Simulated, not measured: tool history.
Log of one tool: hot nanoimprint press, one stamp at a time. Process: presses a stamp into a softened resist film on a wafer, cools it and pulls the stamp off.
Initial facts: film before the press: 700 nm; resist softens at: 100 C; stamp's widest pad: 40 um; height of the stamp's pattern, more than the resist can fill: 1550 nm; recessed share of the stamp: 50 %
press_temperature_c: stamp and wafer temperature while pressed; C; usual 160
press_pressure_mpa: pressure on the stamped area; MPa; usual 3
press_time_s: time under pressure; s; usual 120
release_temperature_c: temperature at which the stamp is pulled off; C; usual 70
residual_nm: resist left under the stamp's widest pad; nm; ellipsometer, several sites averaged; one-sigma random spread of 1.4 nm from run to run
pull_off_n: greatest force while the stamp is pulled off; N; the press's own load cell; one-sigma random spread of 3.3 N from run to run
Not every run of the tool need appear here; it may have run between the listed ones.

run	hour	press_temperature_c	press_pressure_mpa	press_time_s	release_temperature_c	residual_nm	pull_off_n
1	0	160	3	120	70	417.6	211
2	19.2	160	3	117	70	422	213
3	61.5	160	3	117	70	424.9	217
4	80.9	160	3	120	70	423.8	230
# hour 89: stamp cleaned and given a new release coat
5	132.3	160	3	120	70	424.4	171
# hour 162.8: plate thermocouple calibrated
6	171.6	160	4.12	120	70	344.6	164
7	215.9	160	4.12	120	70	348.3	176
8	237.7	160	4.12	120	70	349.1	174
9	256.4	160	3	120	70	409.5	183
# hour 305.6: press's hydraulic seals changed and the load cell set to zero
10	306.7	152	3	120	70	527.2	191
11	341.9	163	3	120	70	362.5	199
12	374.5	163	3	120	70	364.3	201
13	413.3	160	3	120	70	408.9	198
14	437	160	3	228	70	339	211
15	470.9	160	3	120	70	411.9	228
16	495	160	3	120	70	414.2	226
# hour 518.2: stamp cleaned and given a new release coat
17	540	160	2.16	120	69	478	169
18	564.1	160	2.16	120	69	482	165
19	605.4	160	2.16	120	69	482.6	184
# hour 615.2: plate thermocouple calibrated
20	631.3	160	2.16	224	69	397.8	186
21	664.2	160	3	171	57	367.5	220
22	702	152	3.51	89	70	532.1	185
23	738.7	152	3.51	138	63	489.9	220
24	760.9	156	3.06	205	73	403.4	184
25	801.6	163	3	120	58	371.3	242
26	837.8	150	3	120	58	567	253
27	872.1	150	3	120	58	569.6	264
28	894.9	150	3	120	58	570.4	266
29	927.6	160	4.56	120	70	343.2	215

Predict each of these 4 candidate next runs independently; none follows another, all start after run 29:
# hour 939.5: stamp cleaned and given a new release coat
A	962.4	171	2.77	66	70	?	?
# hour 939.5: stamp cleaned and given a new release coat
B	962.4	160	2.36	120	70	?	?
# hour 939.5: stamp cleaned and given a new release coat
C	962.4	160	4.56	136	58	?	?
# hour 939.5: stamp cleaned and given a new release coat
D	962.4	161	2.94	120	74	?	?

run	residual_nm	pull_off_n
A	358.3	163
B	472.5	160
C	329.4	208
D	411.4	155
Stripped of hidden state, with their random variation kept, the same runs would have yielded:
run	residual_nm	pull_off_n
A	337.8	156
B	448	153
C	304.4	199
D	386.5	147
